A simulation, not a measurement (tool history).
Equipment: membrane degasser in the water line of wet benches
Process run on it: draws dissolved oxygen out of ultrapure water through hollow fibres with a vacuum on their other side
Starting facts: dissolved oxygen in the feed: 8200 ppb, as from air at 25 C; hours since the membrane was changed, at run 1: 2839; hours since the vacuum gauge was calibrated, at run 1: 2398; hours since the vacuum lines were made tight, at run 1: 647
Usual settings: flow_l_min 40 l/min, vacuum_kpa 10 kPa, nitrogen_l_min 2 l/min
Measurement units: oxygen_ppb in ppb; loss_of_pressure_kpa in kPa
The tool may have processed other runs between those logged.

run	hour	flow_l_min	vacuum_kpa	nitrogen_l_min	hours since the membrane was changed	hours since the vacuum gauge was calibrated	hours since the vacuum lines were made tight	oxygen_ppb	loss_of_pressure_kpa
1	0	40	10	2	2839	2398	647	314.9	37.73
2	64.7	40	10	2	2904	2462	711	315.7	38.04
3	164.4	40	10	2	3004	2562	811	318.2	38.21
4	213.3	40	10	2	3053	2611	860	315.7	38.23
5	260	40	24.5	2	3099	2658	907	882.1	38.31
6	324.2	40	24.5	2	3164	2722	971	877.1	37.85
7	389.4	40	24.5	2	3229	2787	1036	881.3	38.14
8	465.7	40	24.5	2	3305	2863	1112	884.6	38.21
9	531.7	40	24.5	2	3371	2929	1178	879.1	37.81
10	627.6	40	24.5	2	3467	3025	1274	877.4	38.19
11	710.4	40	18.1	2	3550	3108	1357	643.5	38.51
12	793.2	40	18.1	2	3633	3191	1440	643.6	37.97
13	850.3	40	18.1	2	3690	3248	1497	644.2	37.88
14	906.7	40	10	4.26	3746	3304	1553	173.2	37.55
15	985.6	42	10	2	3825	3383	1632	335.3	39.73
16	1047.2	42	10	2	3887	3445	1694	338.8	39.74
17	1142.7	42	23.9	3.02	3982	3540	1789	647.8	40.01
18	1229.2	42	23.9	3.02	4069	3627	1876	644.9	39.99
19	1272.3	40	10.7	2.55	4112	3670	1919	286.9	38.23
20	1357.9	56	22.5	2.55	4197	3755	2004	925.7	53.72
21	1440.9	30	22.3	4.18	4280	3838	2088	326.6	28.34
22	1532.3	41	22.3	1.31	4372	3930	2179	1135.1	39.42
23	1595.7	59	8.2	0.99	4435	3993	2242	621.4	56.35
24	1642.9	29	8.2	0.98	4482	4040	2290	311.9	28
25	1708.2	29	7.8	3.42	4548	4106	2355	98.7	27.68
26	1767.2	29	7.8	3.42	4607	4165	2414	98.5	27.62
27	1849.7	29	7.8	3.42	4689	4247	2496	98.6	27.69
28	1906	29	7.8	3.42	4745	4303	2553	99	27.64
29	1985	29	10.5	3.42	4824	4382	2632	152	27.73
30	2084.6	40	23.7	2	4924	4482	2731	855.4	38.52
31	2152.5	40	11.3	2	4992	4550	2799	375.2	38.04
32	2245.3	59	10	1.23	5085	4643	2892	694.3	56.42

Alternative continuations, all from the tool just after run 32; predict every row:
A	2291.9	40	10	1.86	5131	4689	2938	?	?
B	2291.9	29	10	1.23	5131	4689	2938	?	?
C	2291.9	38	18.4	1.98	5131	4689	2938	?	?
D	2291.9	34	10	1.23	5131	4689	2938	?	?

run	oxygen_ppb	loss_of_pressure_kpa
A	339	38.63
B	346.3	27.89
C	633.6	36.72
D	402.1	32.69
Stripped of hidden state, with their random variation kept, the same runs would have yielded:
run	oxygen_ppb	loss_of_pressure_kpa
A	330.9	37.51
B	340.2	27.08
C	625.3	35.66
D	394.9	31.74
